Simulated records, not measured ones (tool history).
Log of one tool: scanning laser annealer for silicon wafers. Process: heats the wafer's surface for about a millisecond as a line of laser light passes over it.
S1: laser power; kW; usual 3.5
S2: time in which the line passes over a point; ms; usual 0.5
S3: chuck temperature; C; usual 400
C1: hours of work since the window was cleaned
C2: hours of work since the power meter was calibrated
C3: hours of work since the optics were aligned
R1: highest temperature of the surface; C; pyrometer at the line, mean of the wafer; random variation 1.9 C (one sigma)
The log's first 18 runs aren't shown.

run	hour	S1	S2	S3	C1	C2	C3	R1
19	922.6	3.5	0.593	400	231	815	94	1233
20	962.1	3.5	0.617	400	262	846	125	1248
21	1015.4	3.5	0.596	382	303	887	166	1209
# hour 1030.3: optics aligned, line set to its width, once more
# hour 1057.4: window over the wafer cleaned
22	1065.4	3.5	0.596	382	6	920	26	1251
23	1129	3.158	0.601	392	56	970	75	1153
24	1193.1	3.382	0.476	374	105	1019	125	1110
25	1263.4	3.798	0.524	408	160	1074	179	1299
26	1329.5	3.798	0.524	408	211	1125	231	1295
27	1400.2	3.491	0.381	400	266	1180	285	1081
28	1452.6	3.156	0.441	434	307	1221	326	1071
# hour 1486: window over the wafer cleaned
29	1491.2	3.656	0.5	379	4	1249	355	1227
30	1522.7	3.189	0.412	387	28	1273	379	1032
31	1573.4	3.051	0.468	408	68	1313	418	1053
32	1616.4	3.051	0.468	408	101	1346	452	1048
33	1669.4	3.731	0.521	364	142	1387	493	1236
34	1730.9	3.13	0.521	419	190	1435	540	1109
35	1777.5	3.5	0.5	385	226	1471	577	1168
36	1811.5	3.5	0.398	363	253	1498	603	1060
37	1849.6	3.367	0.517	366	282	1527	633	1114
38	1878.3	3.479	0.402	362	304	1549	655	1056
# hour 1915.6: window over the wafer cleaned
39	1947.6	3.235	0.5	399	25	1602	707	1118

Forecast each of these 5 alternatives for the next run:
A	1990.6	3.306	0.444	399	58	1635	740	?
B	1990.6	3.376	0.5	400	58	1635	740	?
C	1990.6	3.473	0.437	387	58	1635	740	?
D	1990.6	3.326	0.619	399	58	1635	740	?
E	1990.6	3.152	0.61	360	58	1635	740	?

run	R1
A	1095
B	1160
C	1126
D	1221
E	1123
Without the tool's hidden state the same runs would have given:
run	R1
A	1102
B	1167
C	1133
D	1229
E	1131

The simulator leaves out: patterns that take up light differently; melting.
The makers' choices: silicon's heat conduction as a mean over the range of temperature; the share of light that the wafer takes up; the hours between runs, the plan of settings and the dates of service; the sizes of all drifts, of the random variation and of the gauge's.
